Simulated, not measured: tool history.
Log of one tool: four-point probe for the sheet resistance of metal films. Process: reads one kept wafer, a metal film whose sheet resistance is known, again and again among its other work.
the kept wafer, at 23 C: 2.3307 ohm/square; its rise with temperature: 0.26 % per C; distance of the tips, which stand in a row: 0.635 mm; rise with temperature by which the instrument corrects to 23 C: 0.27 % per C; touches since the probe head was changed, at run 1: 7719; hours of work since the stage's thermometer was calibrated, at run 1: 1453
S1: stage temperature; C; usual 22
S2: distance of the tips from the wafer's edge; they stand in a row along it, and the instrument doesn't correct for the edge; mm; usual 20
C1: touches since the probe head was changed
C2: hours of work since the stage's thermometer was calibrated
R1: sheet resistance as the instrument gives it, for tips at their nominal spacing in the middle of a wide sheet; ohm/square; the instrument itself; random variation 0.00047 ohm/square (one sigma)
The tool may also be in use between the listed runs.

| run | day | S1 | S2 | C1 | C2 | R1 |
|---|---|---|---|---|---|---|
| 1 | 0 | 22 | 20 | 7719 | 1453 | 2.34373 |
| 2 | 0.704 | 22 | 20 | 7986 | 1462 | 2.343368 |
| 3 | 1.442 | 22 | 20 | 8265 | 1470 | 2.343204 |
| 4 | 1.983 | 22 | 20 | 8472 | 1477 | 2.343034 |
| 5 | 2.788 | 22 | 20 | 8778 | 1486 | 2.343935 |
| 6 | 3.346 | 22 | 20 | 8989 | 1493 | 2.343985 |
| 7 | 3.979 | 22 | 20 | 9228 | 1501 | 2.34472 |
| 8 | 4.942 | 26 | 20 | 9595 | 1512 | 2.343178 |
| 9 | 5.396 | 26 | 20 | 9766 | 1517 | 2.343647 |
| 10 | 6.412 | 26 | 20 | 10153 | 1529 | 2.343327 |
| 11 | 7.046 | 26 | 20 | 10394 | 1537 | 2.343041 |
| 12 | 8.067 | 26 | 20 | 10781 | 1549 | 2.343655 |
| 13 | 8.892 | 26 | 20 | 11094 | 1559 | 2.343107 |
| 14 | 9.529 | 26 | 20 | 11336 | 1566 | 2.342906 |
| 15 | 10.308 | 22 | 5 | 11632 | 1576 | 2.363743 |
| 16 | 11.196 | 22 | 20 | 11968 | 1586 | 2.345017 |
| 17 | 12.088 | 22 | 6 | 12307 | 1597 | 2.357876 |
| 18 | 12.875 | 22 | 6 | 12606 | 1606 | 2.358056 |
| 19 | 13.817 | 22 | 6 | 12963 | 1617 | 2.357418 |
| 20 | 14.308 | 24 | 6 | 13150 | 1623 | 2.357323 |
| 21 | 15.338 | 32 | 32 | 13540 | 1635 | 2.342097 |
| 22 | 15.783 | 32 | 32 | 13710 | 1640 | 2.34174 |
| 23 | 16.392 | 23 | 6 | 13941 | 1648 | 2.358049 |
| 24 | 17.425 | 18 | 8 | 14333 | 1660 | 2.35384 |
| 25 | 18.054 | 27 | 12 | 14571 | 1667 | 2.345432 |
| 26 | 18.983 | 27 | 12 | 14924 | 1678 | 2.346542 |
| 27 | 19.471 | 27 | 12 | 15110 | 1684 | 2.346969 |
| 28 | 20.296 | 26 | 8 | 15424 | 1694 | 2.351466 |
| 29 | 21.312 | 26 | 8 | 15809 | 1706 | 2.352103 |
| 30 | 22.296 | 20 | 7 | 16181 | 1718 | 2.356371 |
| 31 | 23.058 | 20 | 7 | 16471 | 1727 | 2.356107 |
| 32 | 23.679 | 26 | 4 | 16708 | 1734 | 2.374699 |
| 33 | 24.221 | 19 | 13 | 16912 | 1740 | 2.348969 |
| 34 | 24.654 | 22 | 22 | 17077 | 1745 | 2.34673 |
| 35 | 25.254 | 22 | 22 | 17304 | 1753 | 2.346803 |
| 36 | 26.212 | 23 | 36 | 17669 | 1764 | 2.345249 |
| 37 | 26.758 | 23 | 36 | 17876 | 1770 | 2.34472 |

Some steps in R1 between neighbouring runs. How much of each would the tool show without its hidden state too (settings, what came in, random variation), and how much is left for the hidden state, with any gauge scatter that isn't in both results?
The hidden state here: inner tips' distance over the nominal, %; tips' flats over new ones', %; wafer's true temperature over the reading, C; drift of the gauge itself on sheet_ohm, %.
Run 14 -> 15: S1 26 -> 22, S2 20 -> 5. R1 +0.020837 ohm/square: hidden state +0.000213, all else +0.020624.
Run 15 -> 16: S2 5 -> 20. R1 -0.018726 ohm/square: hidden state -0.000016, all else -0.01871.
Run 22 -> 23: S1 32 -> 23, S2 32 -> 6. R1 +0.016309 ohm/square: hidden state +0.000227, all else +0.016082.
Run 29 -> 30: S1 26 -> 20, S2 8 -> 7. R1 +0.004268 ohm/square: hidden state +0.000168, all else +0.0041.
Run 32 -> 33: S1 26 -> 19, S2 4 -> 13. R1 -0.02573 ohm/square: hidden state -0.00002, all else -0.02571.

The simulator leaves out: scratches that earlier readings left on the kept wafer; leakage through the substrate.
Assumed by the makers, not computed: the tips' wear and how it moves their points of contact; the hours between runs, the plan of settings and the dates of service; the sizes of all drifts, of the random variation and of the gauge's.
